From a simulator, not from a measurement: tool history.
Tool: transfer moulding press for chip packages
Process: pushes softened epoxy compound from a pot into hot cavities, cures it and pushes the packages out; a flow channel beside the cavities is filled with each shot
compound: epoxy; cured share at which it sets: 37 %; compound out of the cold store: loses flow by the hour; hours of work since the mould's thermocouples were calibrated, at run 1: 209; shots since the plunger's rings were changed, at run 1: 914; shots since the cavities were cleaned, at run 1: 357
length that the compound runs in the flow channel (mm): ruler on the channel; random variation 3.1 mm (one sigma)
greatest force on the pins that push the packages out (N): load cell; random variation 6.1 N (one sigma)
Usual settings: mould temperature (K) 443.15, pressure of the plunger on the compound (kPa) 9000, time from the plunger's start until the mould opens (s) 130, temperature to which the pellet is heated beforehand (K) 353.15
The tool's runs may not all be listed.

run,hour,mould temperature (K),pressure of the plunger on the compound (kPa),time from the plunger's start until the mould opens (s),temperature to which the pellet is heated beforehand (K),hours of work since the mould's thermocouples were calibrated,shots since the plunger's rings were changed,shots since the cavities were cleaned,incoming compound's hours out of the cold store,length that the compound runs in the flow channel (mm),greatest force on the pins that push the packages out (N)
1,0.0,443.15,9000,130,353.15,209,914,357,42.9,583,221
# hour 19.2: cavities cleaned with cleaning compound and waxed
2,43.9,443.15,9000,130,353.15,241,1403,284,38.8,594,235
3,63.7,443.15,9000,130,353.15,256,1631,512,42.8,581,232
# hour 71.6: cavities cleaned with cleaning compound and waxed
4,87.7,443.15,9000,130,353.15,274,1890,186,24.5,636,237
5,110.8,443.15,9000,130,353.15,291,2157,453,40.0,590,237
# hour 121.4: cavities cleaned with cleaning compound and waxed
6,147.2,449.15,9000,130,353.15,318,2559,298,29.4,611,219
# hour 172.6: cavities cleaned with cleaning compound and waxed
7,187.8,442.15,8170,116,353.15,348,3009,175,41.1,566,257
8,216.8,440.15,9260,150,357.15,370,3344,510,41.6,604,223
# hour 225.2: cavities cleaned with cleaning compound and waxed
9,260.3,443.15,7580,130,363.15,402,3827,404,14.7,616,239
# hour 276.2: cavities cleaned with cleaning compound and waxed
10,290.9,443.15,9000,147,357.15,424,4163,170,36.7,600,218
# hour 328.3: cavities cleaned with cleaning compound and waxed
11,329.7,443.15,9000,147,357.15,453,4593,16,26.9,632,224
12,360.8,443.15,9020,128,353.15,476,4951,374,14.7,673,244

Hidden state at the last listed run before each entry between runs and at the first one after, where it differs:
Between runs 1 and 2: cavities cleaned with cleaning compound and waxed (hour 19.2)
  pressure that reaches the compound, % of what is set: 99.97 -> 99.95; grip of the stained cavities, % over clean ones': 0.8 -> 0.6
Between runs 3 and 4: cavities cleaned with cleaning compound and waxed (hour 71.6)
  grip of the stained cavities, % over clean ones': 0.9 -> 0.5
Between runs 5 and 6: cavities cleaned with cleaning compound and waxed (hour 121.4)
  pressure that reaches the compound, % of what is set: 99.93 -> 99.91; grip of the stained cavities, % over clean ones': 0.8 -> 0.7
Between runs 6 and 7: cavities cleaned with cleaning compound and waxed (hour 172.6)
  pressure that reaches the compound, % of what is set: 99.91 -> 99.9; grip of the stained cavities, % over clean ones': 0.7 -> 0.4
Between runs 8 and 9: cavities cleaned with cleaning compound and waxed (hour 225.2)
  pressure that reaches the compound, % of what is set: 99.89 -> 99.87; grip of the stained cavities, % over clean ones': 0.9 -> 0.8
Between runs 9 and 10: cavities cleaned with cleaning compound and waxed (hour 276.2)
  pressure that reaches the compound, % of what is set: 99.87 -> 99.86; grip of the stained cavities, % over clean ones': 0.8 -> 0.4
Between runs 10 and 11: cavities cleaned with cleaning compound and waxed (hour 328.3)
  true mould temperature over the reading, C: -0.01 -> -0.02; pressure that reaches the compound, % of what is set: 99.86 -> 99.85; grip of the stained cavities, % over clean ones': 0.4 -> 0.1
